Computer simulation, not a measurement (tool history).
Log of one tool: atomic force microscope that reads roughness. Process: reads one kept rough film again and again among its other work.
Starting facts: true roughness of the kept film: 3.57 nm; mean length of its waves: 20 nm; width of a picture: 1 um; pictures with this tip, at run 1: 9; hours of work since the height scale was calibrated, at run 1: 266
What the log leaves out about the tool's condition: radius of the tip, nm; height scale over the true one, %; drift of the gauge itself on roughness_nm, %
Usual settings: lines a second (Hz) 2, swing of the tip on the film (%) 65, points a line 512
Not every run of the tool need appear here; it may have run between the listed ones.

run	hour	lines a second (Hz)	swing of the tip on the film (%)	points a line	pictures with this tip	hours of work since the height scale was calibrated	roughness of the kept film (nm (root mean square))
1	0	2	65	512	9	266	2.491
2	13.9	2	65	512	37	276	2.25
3	30.3	2	65	512	70	288	2.006
4	54.8	2	65	512	118	305	1.799
5	70.2	2	65	512	149	316	1.658
6	88.7	2	74	512	186	329	1.453
# hour 98.1: new tip fitted
7	105.1	2	74	512	14	341	2.316
8	129.7	2	74	512	63	358	1.945
9	151	2	65	512	106	373	1.814
# hour 153.7: height scale calibrated on a step standard
10	173.9	2	65	512	150	14	1.655
11	194.4	2	65	512	191	29	1.509
# hour 200: new tip fitted
12	214	1.44	65	512	28	43	2.35
13	226.8	1.44	65	512	53	52	2.197
14	240.4	1.44	65	512	81	62	2.038
15	257.3	1.44	65	512	114	74	1.86
16	283.5	2.35	68	381	167	92	1.528
# hour 288.8: height scale calibrated on a step standard, once more
17	296.9	1.69	56	381	192	6	1.573
# hour 302.8: new tip fitted
18	315.5	2	76	530	26	19	2.218
19	331.3	3.11	66	512	57	30	2.041
20	348.7	1.93	65	312	92	43	1.935

Predict the results of run 21:
21	375.1	2	70	308	145	61	?

roughness of the kept film (nm (root mean square)): 1.64
Were there no unlogged condition in the tool, this run, its random variation unchanged, would have produced roughness of the kept film (nm (root mean square)) 2.497.
